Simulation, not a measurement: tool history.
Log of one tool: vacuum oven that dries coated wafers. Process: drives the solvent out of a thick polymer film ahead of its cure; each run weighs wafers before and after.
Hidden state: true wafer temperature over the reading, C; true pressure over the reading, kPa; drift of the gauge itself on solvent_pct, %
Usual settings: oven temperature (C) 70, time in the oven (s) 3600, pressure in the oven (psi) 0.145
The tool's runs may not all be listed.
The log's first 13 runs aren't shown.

| run | hour | oven temperature (C) | time in the oven (s) | pressure in the oven (psi) | hours of work since the thermocouples were calibrated | hours of work since the vacuum gauge was cleaned of residue | solvent left in the film (%) |
|---|---|---|---|---|---|---|---|
|  | 1102.3 | vacuum gauge cleaned of residue and calibrated, once more |
| 14 | 1112.2 | 70 | 3600 | 0.145 | 35 | 4 | 4.50 |
| 15 | 1200.2 | 66 | 3600 | 0.145 | 70 | 40 | 6.65 |
| 16 | 1262.1 | 66 | 3600 | 0.145 | 95 | 65 | 6.45 |
| 17 | 1324.9 | 81 | 4680 | 0.145 | 121 | 90 | 0.46 |
| 18 | 1374.9 | 81 | 4680 | 0.145 | 141 | 111 | 0.51 |
| 19 | 1466.8 | 77 | 5280 | 0.309 | 178 | 148 | 1.03 |
| 20 | 1578.4 | 77 | 5280 | 0.309 | 224 | 193 | 1.07 |
| 21 | 1647.8 | 77 | 5280 | 0.131 | 252 | 221 | 0.67 |
| 22 | 1701.0 | 77 | 5280 | 0.131 | 273 | 243 | 0.66 |
| 23 | 1793.3 | 61 | 1920 | 0.476 | 311 | 280 | 13.22 |
| 24 | 1903.5 | 61 | 1920 | 0.476 | 356 | 325 | 13.17 |
| 25 | 1968.7 | 63 | 3780 | 0.344 | 382 | 352 | 8.01 |
| 26 | 2033.3 | 68 | 2760 | 0.167 | 408 | 378 | 6.95 |
| 27 | 2121.9 | 83 | 1800 | 0.199 | 444 | 414 | 2.72 |
| 28 | 2181.8 | 84 | 2220 | 0.354 | 469 | 438 | 1.79 |
| 29 | 2242.0 | 70 | 2220 | 0.354 | 493 | 463 | 7.53 |
| 30 | 2299.6 | 71 | 3600 | 0.145 | 516 | 486 | 3.59 |
| 31 | 2377.4 | 71 | 3600 | 0.145 | 548 | 518 | 3.60 |

5 ways to go on from here, each from the tool as it stands after run 31. What would each give?
| A | 2425.2 | 70 | 3780 | 0.145 | 567 | 537 | ? |
| B | 2425.2 | 71 | 2220 | 0.145 | 567 | 537 | ? |
| C | 2425.2 | 70 | 2520 | 0.145 | 567 | 537 | ? |
| D | 2425.2 | 58 | 6300 | 0.393 | 567 | 537 | ? |
| E | 2425.2 | 60 | 2100 | 0.495 | 567 | 537 | ? |

| run | solvent left in the film (%) |
|---|---|
| A | 3.78 |
| B | 6.62 |
| C | 6.38 |
| D | 7.54 |
| E | 13.16 |
Without the tool's hidden state the same runs would have given:
| run | solvent left in the film (%) |
|---|---|
| A | 4.26 |
| B | 7.18 |
| C | 6.95 |
| D | 8.14 |
| E | 13.62 |

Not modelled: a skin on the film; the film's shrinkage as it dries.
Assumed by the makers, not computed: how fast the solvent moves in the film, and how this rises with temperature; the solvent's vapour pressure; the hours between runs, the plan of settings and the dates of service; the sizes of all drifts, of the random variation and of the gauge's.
